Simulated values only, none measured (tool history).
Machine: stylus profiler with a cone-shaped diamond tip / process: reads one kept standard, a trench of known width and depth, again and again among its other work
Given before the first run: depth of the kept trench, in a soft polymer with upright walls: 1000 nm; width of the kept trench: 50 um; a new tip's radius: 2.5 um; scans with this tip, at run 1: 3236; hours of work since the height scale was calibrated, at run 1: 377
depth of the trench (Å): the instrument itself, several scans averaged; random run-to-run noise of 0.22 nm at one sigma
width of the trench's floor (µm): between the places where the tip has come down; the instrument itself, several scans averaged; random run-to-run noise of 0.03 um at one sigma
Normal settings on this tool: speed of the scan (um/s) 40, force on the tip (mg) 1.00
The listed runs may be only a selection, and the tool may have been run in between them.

| run | day | speed of the scan (um/s) | force on the tip (mg) | scans with this tip | hours of work since the height scale was calibrated | depth of the trench (Å) | width of the trench's floor (µm) |
|---|---|---|---|---|---|---|---|
| 1 | 0.000 | 40 | 1.00 | 3236 | 377 | 10058.1 | 44.86 |
| 2 | 0.912 | 40 | 0.74 | 3339 | 389 | 10047.4 | 44.71 |
| 3 | 2.279 | 155 | 1.00 | 3493 | 407 | 10059.2 | 43.82 |
| 4 | 2.983 | 155 | 1.00 | 3572 | 416 | 10060.9 | 43.78 |
| 5 | 4.246 | 40 | 1.00 | 3715 | 433 | 10059.4 | 44.72 |
| 6 | 5.246 | 40 | 1.00 | 3828 | 446 | 10062.5 | 44.66 |
| 7 | 6.196 | 40 | 1.00 | 3935 | 458 | 10059.2 | 44.64 |
| 8 | 6.992 | 40 | 1.00 | 4025 | 469 | 10059.2 | 44.60 |
| 9 | 7.971 | 56 | 1.00 | 4135 | 482 | 10058.5 | 44.52 |
| 10 | 9.008 | 56 | 1.00 | 4252 | 495 | 10058.1 | 44.49 |
| 11 | 9.767 | 56 | 1.00 | 4338 | 505 | 10057.1 | 44.44 |
| 12 | 11.038 | 56 | 1.00 | 4481 | 522 | 10056.0 | 44.37 |
| 13 | 11.850 | 56 | 1.00 | 4573 | 533 | 10053.5 | 44.38 |
| 14 | 12.425 | 56 | 0.68 | 4637 | 540 | 10042.5 | 44.26 |
| 15 | 12.979 | 40 | 1.00 | 4700 | 548 | 10053.0 | 44.43 |
| 16 | 13.962 | 40 | 1.00 | 4811 | 560 | 10057.7 | 44.49 |
| 17 | 14.592 | 40 | 1.00 | 4882 | 569 | 10056.2 | 44.42 |
| 18 | 15.900 | 40 | 0.48 | 5030 | 586 | 10031.8 | 44.30 |
| 19 | 16.683 | 40 | 1.00 | 5118 | 596 | 10051.8 | 44.45 |
| 20 | 17.442 | 89 | 1.00 | 5203 | 606 | 10052.4 | 43.95 |
| 21 | 18.254 | 89 | 1.00 | 5295 | 617 | 10055.5 | 43.97 |
| 22 | 19.054 | 89 | 1.00 | 5386 | 627 | 10054.3 | 43.88 |
| 23 | 19.754 | 89 | 1.00 | 5465 | 637 | 10054.9 | 43.93 |
| 24 | 20.467 | 89 | 1.00 | 5545 | 646 | 10056.5 | 43.89 |
| 25 | 21.388 | 18 | 1.00 | 5649 | 658 | 10056.7 | 44.44 |
| 26 | 22.267 | 18 | 1.00 | 5748 | 670 | 10053.9 | 44.40 |
| 27 | 23.212 | 124 | 1.00 | 5855 | 682 | 10050.6 | 43.57 |
| 28 | 24.250 | 141 | 2.36 | 5972 | 696 | 10106.1 | 43.74 |
| 29 | 25.596 | 97 | 0.75 | 6124 | 713 | 10040.6 | 43.61 |
| 30 | 26.279 | 97 | 0.75 | 6201 | 722 | 10043.4 | 43.56 |
| 31 | 27.117 | 97 | 0.75 | 6295 | 733 | 10040.5 | 43.57 |
| 32 | 28.283 | 97 | 0.75 | 6427 | 749 | 10039.4 | 43.49 |
| 33 | 28.862 | 60 | 0.75 | 6493 | 756 | 10042.7 | 43.85 |
| 34 | 29.908 | 14 | 0.41 | 6610 | 770 | 10023.0 | 44.22 |
| 35 | 30.504 | 106 | 0.41 | 6678 | 778 | 10019.6 | 42.99 |
| 36 | 31.133 | 28 | 0.36 | 6749 | 786 | 10016.9 | 43.95 |
| 37 | 31.917 | 27 | 2.68 | 6837 | 796 | 10117.2 | 44.23 |
| 38 | 32.954 | 40 | 2.24 | 6954 | 810 | 10100.3 | 44.15 |
| 39 | 34.325 | 101 | 1.92 | 7109 | 828 | 10086.0 | 43.62 |
| 40 | 35.421 | 101 | 1.92 | 7233 | 843 | 10090.8 | 43.64 |
| 41 | 36.392 | 101 | 1.92 | 7342 | 855 | 10089.8 | 43.62 |
| 42 | 37.542 | 16 | 0.83 | 7472 | 870 | 10042.3 | 44.04 |
| 43 | 38.879 | 11 | 1.20 | 7623 | 888 | 10057.2 | 44.03 |
| 44 | 39.600 | 25 | 0.91 | 7704 | 897 | 10045.7 | 43.95 |
| 45 | 40.875 | 74 | 2.58 | 7848 | 914 | 10105.2 | 43.72 |

What if the next run were any one of these 4? Each begins from the tool's condition after run 45:
| A | 41.754 | 20 | 1.16 | 7947 | 926 | ? | ? |
| B | 41.754 | 74 | 0.39 | 7947 | 926 | ? | ? |
| C | 41.754 | 74 | 1.07 | 7947 | 926 | ? | ? |
| D | 41.754 | 42 | 2.58 | 7947 | 926 | ? | ? |

| run | depth of the trench (Å) | width of the trench's floor (µm) |
|---|---|---|
| A | 10055.7 | 43.95 |
| B | 10019.1 | 43.13 |
| C | 10049.5 | 43.50 |
| D | 10105.1 | 43.89 |
Had the tool no hidden state, the same runs would have come out as:
| run | depth of the trench (Å) | width of the trench's floor (µm) |
|---|---|---|
| A | 10075.0 | 45.84 |
| B | 10038.3 | 45.02 |
| C | 10068.8 | 45.39 |
| D | 10124.5 | 45.78 |
